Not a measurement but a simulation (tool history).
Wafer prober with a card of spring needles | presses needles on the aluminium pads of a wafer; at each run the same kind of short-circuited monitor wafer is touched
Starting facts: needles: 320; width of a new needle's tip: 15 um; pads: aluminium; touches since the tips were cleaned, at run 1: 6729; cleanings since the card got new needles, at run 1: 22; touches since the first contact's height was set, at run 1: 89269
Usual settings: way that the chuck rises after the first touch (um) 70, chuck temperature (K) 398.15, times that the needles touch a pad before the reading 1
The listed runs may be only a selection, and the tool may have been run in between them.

run   hour  way that the chuck rises after the first touch (um)  chuck temperature (K)  times that the needles touch a pad before the reading  touches since the tips were cleaned  cleanings since the card got new needles  touches since the first contact's height was set  resistance of one needle with its contact and lead (mohm)  way that a needle slides on the pad (um)
  1      0                                                   70                 398.15                                                      1                                 6729                                        22                                             89269                                                        231                                     12.96
       2.7  -- tips cleaned on abrasive film
  2    7.4                                                   56                 398.15                                                      1                                 2450                                        23                                             93085                                                        229                                     10.36
  3   12.6                                                   56                 398.15                                                      1                                 5160                                        23                                             95795                                                        240                                     10.34
      18.4  -- tips cleaned on abrasive film
  4   25.2                                                   70                 398.15                                                      1                                 3536                                        24                                            102313                                                        226                                     12.95
      34.2  -- tips cleaned on abrasive film
  5   35.6                                                   70                 398.15                                                      1                                  728                                        25                                            107675                                                        216                                     12.96
  6   47.7                                                   70                 398.15                                                      1                                 7038                                        25                                            113985                                                        236                                     12.99
        50  -- tips cleaned on abrasive film
  7   55.4                                                   70                 398.15                                                      1                                 2784                                        26                                            117953                                                        221                                     12.93
        58  -- height of the first contact set anew
  8   62.4                                                   70                 398.15                                                      1                                 6267                                        26                                              2287                                                        235                                     13.05
      66.5  -- tips cleaned on abrasive film
  9     71                                                   70                 398.15                                                      1                                 2358                                        27                                              6747                                                        221                                     13.07
 10   77.7                                                   70                 398.15                                                      1                                 5840                                        27                                             10229                                                        234                                     13.02
      82.1  -- tips cleaned on abrasive film
 11   89.2                                                   70                 398.15                                                      1                                 3725                                        28                                             16188                                                        225                                     13.04
 12   95.5                                                   59                 358.15                                                      2                                 7002                                        28                                             19465                                                        222                                     11.04
      98.1  -- tips cleaned on abrasive film
 13    105                                                   81                 354.15                                                      2                                 3613                                        29                                             24398                                                        209                                      15.1
 14  112.5                                                   71                 350.15                                                      1                                 7530                                        29                                             28315                                                        221                                     13.25
     114.1  -- tips cleaned on abrasive film
 15  118.3                                                   70                 348.15                                                      3                                 2178                                        30                                             31251                                                        197                                     13.01
 16  129.1                                                   70                 348.15                                                      3                                 7810                                        30                                             36883                                                        210                                     13.01
       130  -- tips cleaned on abrasive film
 17  135.5                                                   70                 348.15                                                      3                                 2910                                        31                                             40216                                                        203                                     13.01
 18  141.2                                                   65                 348.15                                                      3                                 5843                                        31                                             43149                                                        208                                     12.09
     145.7  -- tips cleaned on abrasive film
 19    153                                                   84                 383.15                                                      2                                 3768                                        32                                             49246                                                        213                                     15.59
     161.8  -- tips cleaned on abrasive film
 20  162.8                                                   84                 383.15                                                      2                                  526                                        33                                             54357                                                        207                                     15.61
 21    171                                                   70                 396.15                                                      2                                 4801                                        33                                             58632                                                        214                                        13

The logged runs with the hidden state left out (each run's random variation unchanged):
Hidden conditions of the tool in this case: debris on the tips, nm; way that the needles fall short of the set height, um; tips' diameter, um; drift of the gauge itself on contact_mohm, %; drift of the gauge itself on scrub_um, %.
run  resistance of one needle with its contact and lead (mohm)  way that a needle slides on the pad (um)
  1                                                        205                                     13.06
  2                                                        208                                     10.47
  3                                                        207                                     10.45
  4                                                        207                                     13.07
  5                                                        209                                     13.09
  6                                                        208                                     13.12
  7                                                        206                                     13.07
  8                                                        210                                     13.05
  9                                                        207                                     13.08
 10                                                        210                                     13.03
 11                                                        207                                     13.07
 12                                                        201                                     11.06
 13                                                        198                                     15.14
 14                                                        194                                     13.28
 15                                                        193                                     13.05
 16                                                        199                                     13.06
 17                                                        197                                     13.06
 18                                                        196                                     12.15
 19                                                        203                                     15.66
 20                                                        204                                     15.69
 21                                                        202                                     13.08
